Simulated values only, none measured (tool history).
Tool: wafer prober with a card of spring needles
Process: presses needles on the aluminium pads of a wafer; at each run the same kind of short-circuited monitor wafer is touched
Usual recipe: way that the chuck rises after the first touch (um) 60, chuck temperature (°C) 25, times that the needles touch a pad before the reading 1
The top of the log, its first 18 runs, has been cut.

run	hour	way that the chuck rises after the first touch (um)	chuck temperature (°C)	times that the needles touch a pad before the reading	resistance of one needle with its contact and lead (mohm)	way that a needle slides on the pad (um)
19	210.5	50	25	2	210	12.00
20	220.5	77	41	2	185	18.45
21	227.0	77	41	2	195	18.43
# hour 232.4: tips cleaned on abrasive film
22	235.4	60	71	2	177	14.38
23	242.3	60	71	2	193	14.34
24	253.9	41	25	2	244	9.77
25	261.1	59	25	1	241	14.10
26	267.1	52	39	1	273	12.40
# hour 270.7: tips cleaned on abrasive film
27	280.3	43	29	3	190	10.24
28	294.0	75	25	2	186	17.90
29	308.5	53	51	1	274	12.68
# hour 309.9: tips cleaned on abrasive film
30	315.2	70	111	1	189	16.72
31	326.7	47	37	1	254	11.19
32	335.7	50	47	1	265	11.91
33	347.2	50	47	1	287	11.91
# hour 348.6: tips cleaned on abrasive film
34	359.1	50	47	1	229	11.91

Consider 5 possible next runs. They are alternatives, not a sequence: every one starts from the tool as it was left by run 34. What does each give?
A	373.1	50	47	1	?	?
B	373.1	49	47	2	?	?
C	373.1	60	25	1	?	?
D	373.1	65	76	1	?	?
E	373.1	54	39	1	?	?

run	resistance of one needle with its contact and lead (mohm)	way that a needle slides on the pad (um)
A	268	11.90
B	233	11.65
C	232	14.36
D	231	15.52
E	247	12.89
Stripped of hidden state, with their random variation kept, the same runs would have yielded:
run	resistance of one needle with its contact and lead (mohm)	way that a needle slides on the pad (um)
A	167	12.07
B	169	11.82
C	158	14.53
D	171	15.69
E	160	13.06
